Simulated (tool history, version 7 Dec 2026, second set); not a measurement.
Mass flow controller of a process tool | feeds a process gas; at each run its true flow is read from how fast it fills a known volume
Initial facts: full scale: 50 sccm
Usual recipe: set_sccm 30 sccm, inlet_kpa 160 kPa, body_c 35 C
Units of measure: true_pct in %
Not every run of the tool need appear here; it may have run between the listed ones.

Run 1, hour 0: usual settings. Result: true_pct 99.11 %.
Run 2, hour 66.5: usual settings. Result: true_pct 99.06 %.
Run 3, hour 201.1: usual settings. Result: true_pct 99.04 %.
Run 4, hour 313.4: usual settings. Result: true_pct 99.06 %.
Run 5, hour 415.4: usual settings. Result: true_pct 99.17 %.
At hour 427.1: controller's zero set anew.
Run 6, hour 510.1: usual settings but body_c 37 C. Result: true_pct 98.8 %.
Run 7, hour 612: usual settings but inlet_kpa 199 kPa. Result: true_pct 99.17 %.
Run 8, hour 675.9: usual settings but inlet_kpa 199 kPa. Result: true_pct 99.2 %.
Run 9, hour 771.5: usual settings but inlet_kpa 199 kPa. Result: true_pct 99.22 %.
Run 10, hour 903.5: usual settings but inlet_kpa 199 kPa. Result: true_pct 99.24 %.
Run 11, hour 1003.3: usual settings but set_sccm 5 sccm, inlet_kpa 215 kPa. Result: true_pct 94.64 %.
Run 12, hour 1077.8: usual settings but set_sccm 5 sccm, inlet_kpa 206 kPa. Result: true_pct 94.52 %.
At hour 1122.4: controller's zero set anew, once more.
Run 13, hour 1134.6: usual settings but set_sccm 35 sccm, inlet_kpa 200 kPa, body_c 28 C. Result: true_pct 101 %.

Alternative continuations, all from the tool just after run 13; predict every row:
Run A, hour 1260.7: usual settings but set_sccm 26 sccm, inlet_kpa 175 kPa, body_c 21 C. Result: true_pct ?.
Run B, hour 1260.7: usual settings but set_sccm 28 sccm, inlet_kpa 246 kPa, body_c 22 C. Result: true_pct ?.
Run C, hour 1260.7: usual settings but set_sccm 20 sccm, inlet_kpa 161 kPa. Result: true_pct ?.
Run D, hour 1260.7: usual settings but set_sccm 27 sccm, inlet_kpa 244 kPa. Result: true_pct ?.
Run E, hour 1260.7: usual settings but set_sccm 35 sccm, inlet_kpa 200 kPa, body_c 26 C. Result: true_pct ?.

run  true_pct
  A    101.42
  B    101.82
  C      99.7
  D     100.2
  E    101.27
With the hidden condition removed and each run's random variation left untouched, the same runs would have given:
run  true_pct
  A     99.75
  B    100.16
  C     98.04
  D     98.54
  E      99.6
